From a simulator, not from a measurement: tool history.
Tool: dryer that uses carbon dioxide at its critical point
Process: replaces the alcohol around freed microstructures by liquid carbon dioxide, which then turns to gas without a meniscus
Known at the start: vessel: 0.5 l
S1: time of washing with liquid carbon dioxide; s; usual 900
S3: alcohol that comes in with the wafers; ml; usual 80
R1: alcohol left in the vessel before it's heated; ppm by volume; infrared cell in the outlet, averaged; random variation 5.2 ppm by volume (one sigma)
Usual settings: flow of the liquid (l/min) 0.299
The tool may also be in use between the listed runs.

Run 1, day 0: usual settings. Result: R1 282 ppm by volume.
Run 2, day 1.096: usual settings. Result: R1 271 ppm by volume.
Run 3, day 2.25: usual settings but S1 1080 s. Result: R1 169 ppm by volume.
Run 4, day 3.221: usual settings but S1 1080 s. Result: R1 167 ppm by volume.
Run 5, day 4.383: usual settings but S1 1080 s. Result: R1 179 ppm by volume.
Run 6, day 5.558: usual settings but S1 1080 s. Result: R1 188 ppm by volume.
Run 7, day 6.975: usual settings but S1 1080 s. Result: R1 190 ppm by volume.
Run 8, day 8.325: usual settings but S1 1080 s. Result: R1 202 ppm by volume.
Run 9, day 9.208: usual settings but S1 1080 s, S3 76 ml. Result: R1 208 ppm by volume.
Run 10, day 10.975: usual settings but S1 600 s. Result: R1 2307 ppm by volume.
Run 11, day 12.333: usual settings but S1 1260 s. Result: R1 177 ppm by volume.
Run 12, day 13.612: usual settings but S1 1260 s. Result: R1 176 ppm by volume.
Run 13, day 15.021: usual settings but S1 1260 s. Result: R1 187 ppm by volume.
Run 14, day 16.412: usual settings but flow of the liquid (l/min) 0.38. Result: R1 221 ppm by volume.
Run 15, day 17.417: usual settings but flow of the liquid (l/min) 0.38. Result: R1 236 ppm by volume.
Run 16, day 18.638: usual settings but S1 540 s. Result: R1 4186 ppm by volume.
At day 20.004: inlet filter changed.
Run 17, day 20.721: usual settings but S1 540 s. Result: R1 2059 ppm by volume.
Run 18, day 22.596: usual settings but flow of the liquid (l/min) 0.189. Result: R1 1797 ppm by volume.
Run 19, day 24.529: usual settings but S1 960 s, flow of the liquid (l/min) 0.476. Result: R1 199 ppm by volume.
Run 20, day 25.921: usual settings but S1 960 s, flow of the liquid (l/min) 0.476. Result: R1 204 ppm by volume.
Run 21, day 27.829: usual settings but S1 1140 s, flow of the liquid (l/min) 0.231, S3 91 ml. Result: R1 380 ppm by volume.
Run 22, day 29.383: usual settings but S1 600 s, flow of the liquid (l/min) 0.26, S3 115 ml. Result: R1 4106 ppm by volume.
Run 23, day 31.292: usual settings but S1 720 s, flow of the liquid (l/min) 0.288, S3 69 ml. Result: R1 880 ppm by volume.
Run 24, day 33.158: usual settings but S1 720 s, flow of the liquid (l/min) 0.382, S3 26 ml. Result: R1 268 ppm by volume.
At day 34.875: purifier's bed changed.
Run 25, day 34.967: usual settings but S1 660 s, flow of the liquid (l/min) 0.488, S3 54 ml. Result: R1 42 ppm by volume.
Run 26, day 35.942: usual settings but S3 31 ml. Result: R1 69 ppm by volume.
Run 27, day 37.292: usual settings but S3 71 ml. Result: R1 188 ppm by volume.
Run 28, day 39.371: usual settings but S1 600 s, flow of the liquid (l/min) 0.294. Result: R1 2065 ppm by volume.
Run 29, day 40.888: usual settings but S1 1140 s, flow of the liquid (l/min) 0.317, S3 48 ml. Result: R1 46 ppm by volume.
Run 30, day 41.804: usual settings but S1 1080 s, flow of the liquid (l/min) 0.322, S3 23 ml. Result: R1 34 ppm by volume.
Run 31, day 42.9: usual settings but S1 1080 s, flow of the liquid (l/min) 0.322, S3 23 ml. Result: R1 43 ppm by volume.

3 ways to go on from here, each from the tool as it stands after run 31. What would each give?
Run A, day 44.446: usual settings but flow of the liquid (l/min) 0.347, S3 30 ml. Result: R1 ?.
Run B, day 44.446: usual settings but S1 720 s, flow of the liquid (l/min) 0.493, S3 25 ml. Result: R1 ?.
Run C, day 44.446: usual settings but flow of the liquid (l/min) 0.436, S3 37 ml. Result: R1 ?.

run  R1
  A  69
  B  38
  C  41
Without the tool's hidden state the same runs would have given:
run  R1
  A  16
  B   2
  C   6
